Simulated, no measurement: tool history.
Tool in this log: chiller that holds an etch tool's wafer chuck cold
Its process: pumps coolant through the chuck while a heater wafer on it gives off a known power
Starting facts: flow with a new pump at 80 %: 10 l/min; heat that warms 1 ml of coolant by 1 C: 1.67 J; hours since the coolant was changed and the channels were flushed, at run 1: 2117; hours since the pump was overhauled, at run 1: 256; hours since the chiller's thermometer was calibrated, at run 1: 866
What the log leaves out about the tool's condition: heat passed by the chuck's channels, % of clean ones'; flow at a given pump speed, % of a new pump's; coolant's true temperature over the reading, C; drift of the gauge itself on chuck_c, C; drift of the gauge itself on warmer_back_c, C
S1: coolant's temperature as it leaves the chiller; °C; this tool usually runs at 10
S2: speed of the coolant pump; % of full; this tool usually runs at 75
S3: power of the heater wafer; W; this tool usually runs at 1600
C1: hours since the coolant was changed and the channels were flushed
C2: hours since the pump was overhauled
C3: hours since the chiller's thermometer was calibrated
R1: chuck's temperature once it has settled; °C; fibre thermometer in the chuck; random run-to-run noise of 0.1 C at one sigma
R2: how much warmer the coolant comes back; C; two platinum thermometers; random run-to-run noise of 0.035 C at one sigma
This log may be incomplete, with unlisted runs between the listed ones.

run     day  S1  S2    S3    C1    C2    C3    R1    R2
  1       0  10  75  1600  2117   256   866  27.9  6.19
  2   1.879  10  69  1600  2162   301   911  28.6  6.67
  3   5.275  10  69  1600  2244   382   993  28.9  6.75
  4   6.858  10  75  1600  2282   420  1031  28.1  6.21
  5   9.067  10  75  1600  2335   473  1083    28  6.22
  6  11.017  10  75  1600  2381   520  1130  28.1   6.2
  7  13.746  10  78  1600  2447   586  1196  28.1     6
  8  16.954  10  78  1600  2524   663  1273  28.2  6.08
  9  18.621  14  78  1600  2564   703  1313  32.1  6.01
 10  21.421  10  75  1600  2631   770  1380  28.5  6.27
 11  24.925  10  75  1600  2715   854  1464  28.6  6.29
 12  26.775  10  75  1600  2760   898  1509  28.9  6.29
 13  29.917  10  86  1084  2835   974  1584  22.1  3.77
 14    32.9  10  95  1287  2907  1045  1656  23.5  4.04
     33.096  -- chiller's thermometer calibrated
 15  35.121   6  75  1455  2959  1098    49  23.7  5.83
 16  36.758   6  75  1455  2998  1137    88  23.8  5.74
 17  39.412   1  75  1455  3062  1201   152  18.8  5.73
 18   41.25  13  64   965  3106  1245   196  26.2  4.52
 19  42.929  13  64   965  3146  1285   236  26.1  4.54
 20  45.117  18  83   924  3199  1337   289  29.2  3.36
 21  47.471  18  83   924  3255  1394   345  29.1  3.38
     48.171  -- coolant changed, channels flushed
 22  49.208  16  85  1600    25  1430   381  31.8  5.62

Each row is a separate what-if for the run after 22, all from the same tool condition, not one after another. Results?
     51.625  -- chiller's thermometer calibrated, once more
  A  52.496  20  82  1851  103  1508  21   ?   ?
     51.625  -- chiller's thermometer calibrated, once more
  B  52.496  10  61  1600  103  1508  21   ?   ?
     51.625  -- chiller's thermometer calibrated, once more
  C  52.496   7  78  1966  103  1508  21   ?   ?
     51.625  -- chiller's thermometer calibrated, once more
  D  52.496   1  75  1688  103  1508  21   ?   ?

run    R1    R2
  A  37.7  6.81
  B  28.5  7.89
  C  26.6  7.53
  D  18.2  6.77
With no hidden state in the tool, these same runs would have given:
run    R1    R2
  A  37.1  6.48
  B  27.8  7.51
  C  25.9  7.17
  D  17.5  6.45

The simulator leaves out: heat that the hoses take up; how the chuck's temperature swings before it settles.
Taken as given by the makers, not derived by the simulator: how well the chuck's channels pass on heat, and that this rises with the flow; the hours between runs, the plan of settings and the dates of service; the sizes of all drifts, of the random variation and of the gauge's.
